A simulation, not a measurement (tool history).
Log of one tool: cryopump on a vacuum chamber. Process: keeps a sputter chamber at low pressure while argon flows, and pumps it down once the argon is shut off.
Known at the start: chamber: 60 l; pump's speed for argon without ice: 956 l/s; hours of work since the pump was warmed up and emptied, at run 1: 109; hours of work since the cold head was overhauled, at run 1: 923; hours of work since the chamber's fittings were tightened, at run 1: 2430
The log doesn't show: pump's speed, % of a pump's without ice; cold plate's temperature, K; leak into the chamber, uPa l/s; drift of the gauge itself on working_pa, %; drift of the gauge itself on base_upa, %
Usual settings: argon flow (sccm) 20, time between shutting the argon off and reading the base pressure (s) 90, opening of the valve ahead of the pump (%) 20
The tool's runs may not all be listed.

run	hour	argon flow (sccm)	time between shutting the argon off and reading the base pressure (s)	opening of the valve ahead of the pump (%)	hours of work since the pump was warmed up and emptied	hours of work since the cold head was overhauled	hours of work since the chamber's fittings were tightened	pressure while argon flows (Pa)	pressure after the wait (uPa)
1	0.0	20	90	20	109	923	2430	0.1809	1.59
2	83.7	16	90	20	155	969	2476	0.1490	1.69
3	163.3	20	90	20	198	1013	2519	0.1861	1.90
4	240.5	20	90	20	241	1055	2562	0.1893	1.90
5	307.1	20	90	27	277	1092	2598	0.1459	1.98
6	343.9	20	90	17	298	1112	2618	0.2238	2.04
7	400.0	20	90	20	328	1143	2649	0.1953	2.14
8	435.2	20	22	20	348	1162	2669	0.1976	3.39
# hour 471.4: pump warmed up, emptied and cooled again
9	521.4	20	22	20	27	1207	2713	0.1788	2.85
10	600.4	20	64	20	71	1250	2757	0.1796	1.85
# hour 665.7: leaking fittings of the chamber tightened, without venting
11	680.3	10	90	26	114	1293	8	0.0699	0.82
12	751.9	10	90	26	153	1332	47	0.0710	0.74
13	794.9	10	90	40	177	1356	71	0.0478	0.79
14	851.3	20	270	20	208	1387	102	0.1865	0.53
15	885.7	20	224	20	226	1406	121	0.1870	0.60
16	929.7	20	224	22	251	1430	145	0.1729	0.65
17	1014.7	20	90	22	297	1477	192	0.1751	0.93
18	1058.9	20	90	22	321	1501	216	0.1760	0.96
19	1096.5	12	90	32	342	1521	237	0.0762	1.01
# hour 1143.9: pump warmed up, emptied and cooled again
20	1152.0	28	196	31	4	1549	264	0.1608	0.61

3 ways to go on from here, each from the tool as it stands after run 20. What would each give?
A	1205.0	28	152	31	34	1578	293	?	?
B	1205.0	38	196	16	34	1578	293	?	?
C	1205.0	20	179	22	34	1578	293	?	?

run	pressure while argon flows (Pa)	pressure after the wait (uPa)
A	0.1607	0.68
B	0.4225	0.59
C	0.1631	0.63
Without the tool's hidden state the same runs would have given:
run	pressure while argon flows (Pa)	pressure after the wait (uPa)
A	0.1580	0.55
B	0.4188	0.46
C	0.1612	0.50

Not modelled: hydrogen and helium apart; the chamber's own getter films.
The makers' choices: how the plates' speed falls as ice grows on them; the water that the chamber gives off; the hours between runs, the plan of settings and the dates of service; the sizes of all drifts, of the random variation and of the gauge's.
